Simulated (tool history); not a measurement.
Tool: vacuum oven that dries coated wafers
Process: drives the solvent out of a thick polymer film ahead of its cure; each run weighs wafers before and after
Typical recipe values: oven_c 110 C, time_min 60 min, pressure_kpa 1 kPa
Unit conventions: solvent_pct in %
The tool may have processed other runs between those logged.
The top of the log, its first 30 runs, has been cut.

run	hour	oven_c	time_min	pressure_kpa	solvent_pct
31	1969.9	110	86	0.71	1.7
32	2033.1	113	60	0.9	2.64
33	2106.6	110	87	0.66	1.62
34	2187.1	115	50	0.69	2.97
35	2267.4	119	53	1.31	2.25
36	2322.4	114	37	0.94	4.77
37	2396.7	108	48	1	4.84
38	2497.9	108	48	1	4.81
39	2549.7	114	45	1.61	4.03
40	2640.6	114	45	1.61	4.03
41	2733.5	114	45	1.61	4
42	2807.2	114	45	0.54	3.61
43	2879.3	118	93	0.54	0.65
44	2954.7	110	57	0.73	3.41
45	3050	110	57	0.73	3.37
46	3140.6	110	60	3.87	4.56
47	3220.2	101	48	0.77	6.51

Here are 4 independent what-if runs from the current tool condition. What would each one return?
A	3267.3	101	83	3.5	?
B	3267.3	120	48	0.52	?
C	3267.3	117	48	0.77	?
D	3267.3	111	82	0.81	?

run	solvent_pct
A	5.24
B	2.17
C	2.78
D	1.76
The same runs, with their run-to-run variation unchanged, on a tool lacking any hidden condition would have given:
run	solvent_pct
A	5.48
B	2.32
C	2.97
D	1.86
